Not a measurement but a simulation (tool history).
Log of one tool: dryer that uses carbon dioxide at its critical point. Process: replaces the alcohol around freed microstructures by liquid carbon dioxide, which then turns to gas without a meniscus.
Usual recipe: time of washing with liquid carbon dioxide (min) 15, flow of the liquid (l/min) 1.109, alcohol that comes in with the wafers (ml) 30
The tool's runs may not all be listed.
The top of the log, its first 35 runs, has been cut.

run	hour	time of washing with liquid carbon dioxide (min)	flow of the liquid (l/min)	alcohol that comes in with the wafers (ml)	hours of work since the filter was changed	hours of work since the purifier's bed was changed	alcohol left in the vessel before it's heated (ppm by volume)
36	505.5	11	0.74	97	179	660	3205
37	518.2	11	0.74	97	188	670	3244
38	527.6	15	1.109	39	196	677	196
39	536	10	1.17	62	202	683	698
40	550.5	13	0.89	120	213	694	1353
41	568	16	0.89	120	226	707	656
42	584.1	12	1.109	79	238	719	586
43	603.1	12	1.109	79	252	734	615
44	621.7	16	1.17	60	266	748	205

What if the next run were any one of these 4? Each begins from the tool's condition after run 44:
A	631.2	15	0.77	112	274	755	?
B	631.2	14	1.109	30	274	755	?
C	631.2	15	1.64	30	274	755	?
D	631.2	16	1.17	64	274	755	?

run	alcohol left in the vessel before it's heated (ppm by volume)
A	1475
B	231
C	152
D	210
Without the tool's hidden state the same runs would have given:
run	alcohol left in the vessel before it's heated (ppm by volume)
A	807
B	46
C	8
D	32

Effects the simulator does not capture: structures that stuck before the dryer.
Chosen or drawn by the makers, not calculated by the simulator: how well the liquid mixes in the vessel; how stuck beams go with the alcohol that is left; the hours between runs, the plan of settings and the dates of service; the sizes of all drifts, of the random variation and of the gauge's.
